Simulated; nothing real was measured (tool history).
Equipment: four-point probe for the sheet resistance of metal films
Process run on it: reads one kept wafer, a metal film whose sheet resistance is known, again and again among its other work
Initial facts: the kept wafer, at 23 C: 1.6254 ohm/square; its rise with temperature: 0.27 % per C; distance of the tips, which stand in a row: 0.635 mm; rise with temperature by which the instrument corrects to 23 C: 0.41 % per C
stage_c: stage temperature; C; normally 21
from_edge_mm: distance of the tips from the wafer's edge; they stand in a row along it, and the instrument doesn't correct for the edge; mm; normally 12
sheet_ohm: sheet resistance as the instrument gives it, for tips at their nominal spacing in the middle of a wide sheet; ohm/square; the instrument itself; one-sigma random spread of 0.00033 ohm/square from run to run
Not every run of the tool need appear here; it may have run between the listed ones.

run 1 hour=0 | stage_c=21 from_edge_mm=12 | sheet_ohm=1.633319
run 2 hour=7.4 | stage_c=22 from_edge_mm=12 | sheet_ohm=1.630343
run 3 hour=18.6 | stage_c=22 from_edge_mm=12 | sheet_ohm=1.630314
run 4 hour=31.4 | stage_c=21 from_edge_mm=13 | sheet_ohm=1.632092
run 5 hour=43.7 | stage_c=21 from_edge_mm=12 | sheet_ohm=1.632027
run 6 hour=56.1 | stage_c=21 from_edge_mm=12 | sheet_ohm=1.632817
run 7 hour=64 | stage_c=21 from_edge_mm=12 | sheet_ohm=1.633313
run 8 hour=78.5 | stage_c=21 from_edge_mm=12 | sheet_ohm=1.632994
run 9 hour=90 | stage_c=21 from_edge_mm=12 | sheet_ohm=1.632436
run 10 hour=101.1 | stage_c=31 from_edge_mm=12 | sheet_ohm=1.609595
run 11 hour=110.8 | stage_c=31 from_edge_mm=12 | sheet_ohm=1.609786
run 12 hour=121.7 | stage_c=31 from_edge_mm=12 | sheet_ohm=1.60972
run 13 hour=130.6 | stage_c=31 from_edge_mm=12 | sheet_ohm=1.609458
run 14 hour=137.1 | stage_c=31 from_edge_mm=12 | sheet_ohm=1.608766
run 15 hour=146.7 | stage_c=29 from_edge_mm=12 | sheet_ohm=1.613809
run 16 hour=157.7 | stage_c=21 from_edge_mm=26 | sheet_ohm=1.630347
run 17 hour=165.8 | stage_c=21 from_edge_mm=26 | sheet_ohm=1.631106
run 18 hour=179.8 | stage_c=21 from_edge_mm=48 | sheet_ohm=1.630683
run 19 hour=194.8 | stage_c=21 from_edge_mm=48 | sheet_ohm=1.630477
run 20 hour=209.5 | stage_c=21 from_edge_mm=48 | sheet_ohm=1.630904
run 21 hour=220.9 | stage_c=27 from_edge_mm=4 | sheet_ohm=1.637163
run 22 hour=231 | stage_c=27 from_edge_mm=4 | sheet_ohm=1.63762
run 23 hour=242 | stage_c=27 from_edge_mm=4 | sheet_ohm=1.637608
run 24 hour=249.2 | stage_c=22 from_edge_mm=36 | sheet_ohm=1.627823
run 25 hour=261.7 | stage_c=32 from_edge_mm=12 | sheet_ohm=1.606939
run 26 hour=274.4 | stage_c=27 from_edge_mm=36 | sheet_ohm=1.616471
run 27 hour=282.9 | stage_c=27 from_edge_mm=36 | sheet_ohm=1.616089
run 28 hour=296.2 | stage_c=33 from_edge_mm=5 | sheet_ohm=1.616749
run 29 hour=307.5 | stage_c=33 from_edge_mm=5 | sheet_ohm=1.616085
run 30 hour=317.7 | stage_c=33 from_edge_mm=5 | sheet_ohm=1.61643
run 31 hour=327.6 | stage_c=24 from_edge_mm=12 | sheet_ohm=1.626076
run 32 hour=336.8 | stage_c=30 from_edge_mm=5 | sheet_ohm=1.623101
run 33 hour=343.5 | stage_c=27 from_edge_mm=9 | sheet_ohm=1.620648
run 34 hour=356.8 | stage_c=19 from_edge_mm=5 | sheet_ohm=1.649175
run 35 hour=371.3 | stage_c=20 from_edge_mm=12 | sheet_ohm=1.635278
run 36 hour=385.3 | stage_c=20 from_edge_mm=12 | sheet_ohm=1.635029
run 37 hour=397.6 | stage_c=25 from_edge_mm=26 | sheet_ohm=1.620814
run 38 hour=407.7 | stage_c=23 from_edge_mm=6 | sheet_ohm=1.635431
run 39 hour=418.6 | stage_c=20 from_edge_mm=47 | sheet_ohm=1.632691

Consider 3 possible next runs. They are alternatives, not a sequence: every one starts from the tool as it was left by run 39. What does each give?
run A hour=430.2 | stage_c=19 from_edge_mm=23 | sheet_ohm=?
run B hour=430.2 | stage_c=18 from_edge_mm=11 | sheet_ohm=?
run C hour=430.2 | stage_c=23 from_edge_mm=47 | sheet_ohm=?

run=A sheet_ohm=1.636235
run=B sheet_ohm=1.63973
run=C sheet_ohm=1.625474
Without the tool's unlogged condition, the same runs would have read:
run=A sheet_ohm=1.636245
run=B sheet_ohm=1.63974
run=C sheet_ohm=1.625484

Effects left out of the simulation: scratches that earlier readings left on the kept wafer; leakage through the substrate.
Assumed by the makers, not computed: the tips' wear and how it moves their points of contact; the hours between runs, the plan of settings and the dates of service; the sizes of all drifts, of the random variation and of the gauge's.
